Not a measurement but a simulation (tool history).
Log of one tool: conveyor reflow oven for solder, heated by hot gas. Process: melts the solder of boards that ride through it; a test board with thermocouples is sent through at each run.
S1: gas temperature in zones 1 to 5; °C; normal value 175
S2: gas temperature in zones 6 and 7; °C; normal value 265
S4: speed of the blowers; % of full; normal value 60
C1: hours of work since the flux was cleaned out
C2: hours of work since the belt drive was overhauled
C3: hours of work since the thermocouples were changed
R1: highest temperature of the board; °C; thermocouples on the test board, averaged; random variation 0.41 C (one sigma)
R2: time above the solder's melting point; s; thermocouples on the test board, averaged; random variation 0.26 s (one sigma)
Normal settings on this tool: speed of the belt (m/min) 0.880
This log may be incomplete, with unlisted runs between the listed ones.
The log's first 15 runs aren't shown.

At hour 764.5: flux residue cleaned out of gas plates and filters.
Run 16, hour 815.3: usual settings but S1 173 °C, S2 280 °C, speed of the belt (m/min) 0.790; C1 38; C2 203; C3 872. Result: R1 260.3 °C, R2 43.0 s.
Run 17, hour 877.5: usual settings but S1 168 °C, S2 256 °C, speed of the belt (m/min) 0.702, S4 50 % of full; C1 85; C2 250; C3 919. Result: R1 239.7 °C, R2 33.5 s.
Run 18, hour 949.7: usual settings but S2 269 °C, S4 85 % of full; C1 140; C2 304; C3 973. Result: R1 253.8 °C, R2 36.9 s.
Run 19, hour 982.8: usual settings but S4 80 % of full; C1 165; C2 329; C3 998. Result: R1 249.2 °C, R2 35.0 s.
Run 20, hour 1027.1: usual settings but S2 276 °C, speed of the belt (m/min) 0.985, S4 76 % of full; C1 198; C2 363; C3 1032. Result: R1 253.1 °C, R2 32.3 s.
Run 21, hour 1100.1: usual settings but S1 184 °C, S2 276 °C; C1 253; C2 418; C3 1087. Result: R1 253.7 °C, R2 38.3 s.
At hour 1109.2: flux residue cleaned out of gas plates and filters.
Run 22, hour 1162.7: usual settings but S1 184 °C, S2 276 °C; C1 40; C2 461; C3 1130. Result: R1 256.0 °C, R2 39.2 s.
Run 23, hour 1200.7: usual settings but S1 184 °C, S2 276 °C, speed of the belt (m/min) 0.740, S4 58 % of full; C1 69; C2 490; C3 1159. Result: R1 260.3 °C, R2 49.5 s.
Run 24, hour 1258.5: usual settings but S1 187 °C, speed of the belt (m/min) 0.747, S4 57 % of full; C1 113; C2 533; C3 1202. Result: R1 250.2 °C, R2 45.1 s.
Run 25, hour 1290.0: usual settings but S1 187 °C, speed of the belt (m/min) 0.747, S4 57 % of full; C1 136; C2 557; C3 1226. Result: R1 249.1 °C, R2 45.4 s.
Run 26, hour 1358.0: usual settings but S2 269 °C, S4 65 % of full; C1 188; C2 608; C3 1277. Result: R1 247.6 °C, R2 34.1 s.
Run 27, hour 1388.3: usual settings but S2 269 °C, S4 65 % of full; C1 210; C2 631; C3 1300. Result: R1 247.7 °C, R2 33.4 s.
Run 28, hour 1439.4: usual settings but S1 181 °C, speed of the belt (m/min) 0.995, S4 84 % of full; C1 249; C2 670; C3 1339. Result: R1 246.1 °C, R2 30.8 s.
At hour 1456.8: flux residue cleaned out of gas plates and filters.
Run 29, hour 1501.0: usual settings but S1 185 °C, S4 69 % of full; C1 33; C2 713; C3 1381. Result: R1 248.8 °C, R2 37.4 s.
At hour 1509.9: thermocouples of zones 6 and 7 changed.
Run 30, hour 1577.4: usual settings but S1 185 °C, S4 69 % of full; C1 89; C2 769; C3 51. Result: R1 249.1 °C, R2 37.2 s.

Alternative continuations, all from the tool just after run 30; predict every row:
Run A, hour 1635.9: usual settings but speed of the belt (m/min) 0.803; C1 134; C2 813; C3 95. Result: R1 ?, R2 ?.
Run B, hour 1635.9: usual settings but S1 176 °C, S2 270 °C, speed of the belt (m/min) 0.789; C1 134; C2 813; C3 95. Result: R1 ?, R2 ?.
Run C, hour 1635.9: usual settings but S1 185 °C, S4 57 % of full; C1 134; C2 813; C3 95. Result: R1 ?, R2 ?.

run     R1    R2
  A  247.8  37.2
  B  251.8  41.5
  C  245.3  34.6
Had the tool no hidden state, the same runs would have come out as:
run     R1    R2
  A  249.0  37.4
  B  253.0  41.6
  C  246.5  34.8

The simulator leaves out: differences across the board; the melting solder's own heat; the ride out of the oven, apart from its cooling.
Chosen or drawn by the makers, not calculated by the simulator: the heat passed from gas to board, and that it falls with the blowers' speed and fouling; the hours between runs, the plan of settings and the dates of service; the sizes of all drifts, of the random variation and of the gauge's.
